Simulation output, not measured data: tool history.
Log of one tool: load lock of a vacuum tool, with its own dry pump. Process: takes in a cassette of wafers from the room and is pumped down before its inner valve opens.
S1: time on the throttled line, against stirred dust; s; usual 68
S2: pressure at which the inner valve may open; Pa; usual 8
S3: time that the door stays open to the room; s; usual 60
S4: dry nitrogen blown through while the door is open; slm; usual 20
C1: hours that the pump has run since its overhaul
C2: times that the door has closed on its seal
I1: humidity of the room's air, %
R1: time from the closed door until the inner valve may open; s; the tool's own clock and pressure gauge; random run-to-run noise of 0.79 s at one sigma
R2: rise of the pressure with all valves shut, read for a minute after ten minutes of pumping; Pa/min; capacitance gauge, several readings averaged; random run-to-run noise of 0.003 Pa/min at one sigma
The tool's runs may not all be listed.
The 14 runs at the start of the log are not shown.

run      day   S1  S2   S3  S4     C1     C2    I1     R1     R2
 15  200.104   68   8  161  20   3698  13825  43.8  123.7  0.082
 16  214.000   68   8   56  20   4032  14277  48.5  123.8  0.078
 17  223.683   68   8   31  20   4264  14593  44.1  124.0  0.071
 18  242.925   68   8   31  20   4726  15220  48.2  124.3  0.079
 19  262.179   68   8   31  20   5188  15847  46.3  124.1  0.083
 20  278.704   68  12   31  20   5584  16385  47.6  121.1  0.077
 21  288.571   68  12   31  20   5821  16707  44.5  121.5  0.077
 22  303.492  120   8  101   5   6179  17193  45.3  165.3  0.115
 23  316.033  134   8   29  19   6480  17601  44.0  177.0  0.084
 24  330.888   65   8   29  11   6837  18085  48.5  123.1  0.098
 25  347.012   38   8   29  11   7224  18610  46.6  102.8  0.097
 26  357.004   38   8   29  11   7464  18936  47.0  101.9  0.100
 27  375.388   38  15   78  11   7905  19535  49.6   97.3  0.113
 28  391.983   61   8  143  20   8303  20075  45.7  120.2  0.104
 29  405.354   61   8  143  20   8624  20511  46.5  120.2  0.117
 30  413.971   61   8  143  20   8831  20792  43.9  122.4  0.113
 31  431.379   68  13   90  19   9249  21359  42.5  123.4  0.110
 32  439.992   46   8  231  20   9455  21639  48.8  111.3  0.122
 33  449.833   46   8  231  20   9691  21960  49.1  110.6  0.128
 34  467.642  100  14   60  20  10119  22540  44.7  146.5  0.113
 35  483.908   47  12   60  20  10509  23070  43.6  108.5  0.119
 36  492.446   72  10  103  20  10714  23348  45.1  130.1  0.125
 37  507.050   69  10  103  37  11065  23824  47.5  128.4  0.121

Alternative continuations, all from the tool just after run 37; predict every row:
  A  516.900   34  15  103   4  11301  24145  45.5   ?   ?
  B  516.900  129   8   60  20  11301  24145  42.9   ?   ?
  C  516.900   73   8   60  20  11301  24145  46.7   ?   ?

run     R1     R2
  A   96.6  0.156
  B  174.1  0.123
  C  131.2  0.131
Without the tool's hidden state the same runs would have given:
run     R1     R2
  A   89.5  0.055
  B  169.0  0.024
  C  124.5  0.029
